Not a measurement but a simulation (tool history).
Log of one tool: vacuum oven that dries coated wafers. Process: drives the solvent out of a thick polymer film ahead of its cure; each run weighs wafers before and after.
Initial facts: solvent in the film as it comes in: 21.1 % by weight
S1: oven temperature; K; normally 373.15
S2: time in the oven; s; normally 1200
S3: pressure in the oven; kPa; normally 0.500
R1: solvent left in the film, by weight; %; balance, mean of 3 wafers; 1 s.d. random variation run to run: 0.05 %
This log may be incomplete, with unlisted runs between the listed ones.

run 1 hour=0.0 | S1=373.15 S2=1200 S3=0.500 | R1=2.93
run 2 hour=72.1 | S1=373.15 S2=1200 S3=0.500 | R1=2.88
run 3 hour=121.7 | S1=373.15 S2=1200 S3=0.500 | R1=2.88
run 4 hour=191.6 | S1=360.15 S2=1200 S3=0.500 | R1=6.19
run 5 hour=265.8 | S1=373.15 S2=1200 S3=0.958 | R1=3.32
run 6 hour=325.4 | S1=373.15 S2=1200 S3=0.958 | R1=3.23
run 7 hour=382.3 | S1=373.15 S2=1200 S3=0.958 | R1=3.26
run 8 hour=413.4 | S1=373.15 S2=780 S3=0.500 | R1=5.27
run 9 hour=461.3 | S1=373.15 S2=780 S3=0.500 | R1=5.24
run 10 hour=499.7 | S1=373.15 S2=780 S3=0.500 | R1=5.36
run 11 hour=557.6 | S1=373.15 S2=1080 S3=0.500 | R1=3.57
run 12 hour=602.3 | S1=373.15 S2=1080 S3=0.500 | R1=3.49
run 13 hour=654.2 | S1=375.15 S2=1200 S3=0.500 | R1=2.66
run 14 hour=690.1 | S1=375.15 S2=1200 S3=0.500 | R1=2.67
run 15 hour=758.0 | S1=373.15 S2=1320 S3=0.500 | R1=2.71
run 16 hour=795.5 | S1=373.15 S2=1200 S3=0.573 | R1=3.26
run 17 hour=863.3 | S1=373.15 S2=1200 S3=0.573 | R1=3.11
run 18 hour=907.1 | S1=373.15 S2=1200 S3=0.573 | R1=3.21
run 19 hour=946.6 | S1=362.15 S2=1200 S3=0.500 | R1=6.06
run 20 hour=1003.1 | S1=362.15 S2=1200 S3=0.500 | R1=5.88
run 21 hour=1072.8 | S1=373.15 S2=1200 S3=0.500 | R1=3.23
run 22 hour=1112.2 | S1=373.15 S2=1200 S3=1.384 | R1=3.87
-- hour=1124.6 oven's thermocouples calibrated
run 23 hour=1165.9 | S1=376.15 S2=1320 S3=0.500 | R1=1.84
run 24 hour=1202.4 | S1=380.15 S2=1620 S3=0.421 | R1=0.94
run 25 hour=1250.9 | S1=360.15 S2=1920 S3=0.421 | R1=3.35
run 26 hour=1324.5 | S1=379.15 S2=1020 S3=0.849 | R1=2.55
-- hour=1347.3 vacuum gauge cleaned of residue and calibrated
run 27 hour=1401.4 | S1=379.15 S2=1560 S3=0.558 | R1=1.25
run 28 hour=1466.1 | S1=379.15 S2=1560 S3=0.558 | R1=1.33
run 29 hour=1525.3 | S1=382.15 S2=840 S3=0.655 | R1=2.85
run 30 hour=1576.5 | S1=373.15 S2=1200 S3=1.460 | R1=3.64
run 31 hour=1606.9 | S1=373.15 S2=1200 S3=1.460 | R1=3.69
-- hour=1663.1 vacuum gauge cleaned of residue and calibrated, once more
run 32 hour=1663.1 | S1=373.15 S2=1200 S3=0.608 | R1=2.65
run 33 hour=1737.4 | S1=367.15 S2=600 S3=1.314 | R1=8.52
run 34 hour=1770.2 | S1=362.15 S2=600 S3=1.314 | R1=9.90
run 35 hour=1820.4 | S1=373.15 S2=1860 S3=0.499 | R1=1.09
run 36 hour=1879.9 | S1=388.15 S2=1440 S3=0.500 | R1=0.42
run 37 hour=1936.7 | S1=360.15 S2=1440 S3=0.467 | R1=4.61
run 38 hour=1999.3 | S1=359.15 S2=960 S3=1.509 | R1=8.38
run 39 hour=2045.3 | S1=385.15 S2=1800 S3=0.344 | R1=0.36
run 40 hour=2108.8 | S1=368.15 S2=1500 S3=1.053 | R1=3.23
run 41 hour=2165.8 | S1=368.15 S2=1500 S3=1.053 | R1=3.10
run 42 hour=2210.1 | S1=373.15 S2=600 S3=0.817 | R1=6.83
run 43 hour=2275.7 | S1=373.15 S2=600 S3=0.817 | R1=6.78
run 44 hour=2338.2 | S1=372.15 S2=900 S3=0.716 | R1=4.75

For some of the steps in R1 from one run to the next: how much would appear even if the tool had no hidden state, given the settings, what came in and random variation, and how much remains for the hidden state plus any gauge scatter that the measured result and the result without hidden state don't share?
The tool's hidden condition here consists of: true wafer temperature over the reading, C; true pressure over the reading, kPa; drift of the gauge itself on solvent_pct, %.
Run 18 -> 19: S1 373.15 -> 362.15, S3 0.573 -> 0.500. R1 +2.85 %: hidden state +0.22, all else +2.63.
Run 22 -> 23: S1 373.15 -> 376.15, S2 1200 -> 1320, S3 1.384 -> 0.500, oven's thermocouples calibrated. R1 -2.03 %: hidden state -0.50, all else -1.53.
Run 31 -> 32: S3 1.460 -> 0.608, vacuum gauge cleaned of residue and calibrated, once more. R1 -1.04 %: hidden state -0.52, all else -0.52.
Run 32 -> 33: S1 373.15 -> 367.15, S2 1200 -> 600, S3 0.608 -> 1.314. R1 +5.87 %: hidden state +0.03, all else +5.84.
Run 34 -> 35: S1 362.15 -> 373.15, S2 600 -> 1860, S3 1.314 -> 0.499. R1 -8.81 %: hidden state +0.03, all else -8.84.
Run 38 -> 39: S1 359.15 -> 385.15, S2 960 -> 1800, S3 1.509 -> 0.344. R1 -8.02 %: hidden state -0.09, all else -7.93.
